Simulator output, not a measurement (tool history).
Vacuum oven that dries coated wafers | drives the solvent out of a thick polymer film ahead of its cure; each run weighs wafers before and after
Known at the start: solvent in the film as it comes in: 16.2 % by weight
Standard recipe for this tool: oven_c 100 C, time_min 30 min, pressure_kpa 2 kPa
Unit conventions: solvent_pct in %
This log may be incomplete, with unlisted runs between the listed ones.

| run | day | oven_c | time_min | pressure_kpa | solvent_pct |
|---|---|---|---|---|---|
| 1 | 0 | 100 | 30 | 2 | 2.46 |
| 2 | 1.562 | 100 | 30 | 2 | 2.44 |
| 3 | 2.992 | 100 | 30 | 2 | 2.44 |
| 4 | 5.679 | 100 | 30 | 2 | 2.49 |
| 5 | 8 | 100 | 30 | 2 | 2.52 |
| 6 | 9.629 | 100 | 30 | 2 | 2.51 |
| 7 | 11.471 | 100 | 30 | 2 | 2.5 |
| 8 | 14.133 | 100 | 30 | 1.34 | 1.99 |
|  | 14.371 | vacuum gauge cleaned of residue and calibrated |
| 9 | 16 | 104 | 30 | 1.49 | 1.27 |
| 10 | 17.442 | 104 | 30 | 1.52 | 1.28 |
| 11 | 19.604 | 104 | 30 | 1.52 | 1.33 |
| 12 | 21.854 | 92 | 30 | 1.52 | 3.63 |
| 13 | 24.321 | 92 | 30 | 1.52 | 3.63 |
| 14 | 26.979 | 86 | 22 | 6.66 | 11.61 |
| 15 | 28.492 | 86 | 22 | 6.66 | 11.69 |
| 16 | 30.754 | 86 | 22 | 6.66 | 11.6 |

Alternative continuations, all from the tool just after run 16; predict every row:
| A | 33.046 | 100 | 30 | 6.29 | ? |
| B | 33.046 | 87 | 22 | 1.86 | ? |
| C | 33.046 | 104 | 22 | 2 | ? |
| D | 33.046 | 99 | 30 | 2.84 | ? |

| run | solvent_pct |
|---|---|
| A | 5.69 |
| B | 6.85 |
| C | 2.04 |
| D | 3.01 |
Stripped of hidden state, with their random variation kept, the same runs would have yielded:
| run | solvent_pct |
|---|---|
| A | 5.87 |
| B | 7.1 |
| C | 2.14 |
| D | 3.13 |

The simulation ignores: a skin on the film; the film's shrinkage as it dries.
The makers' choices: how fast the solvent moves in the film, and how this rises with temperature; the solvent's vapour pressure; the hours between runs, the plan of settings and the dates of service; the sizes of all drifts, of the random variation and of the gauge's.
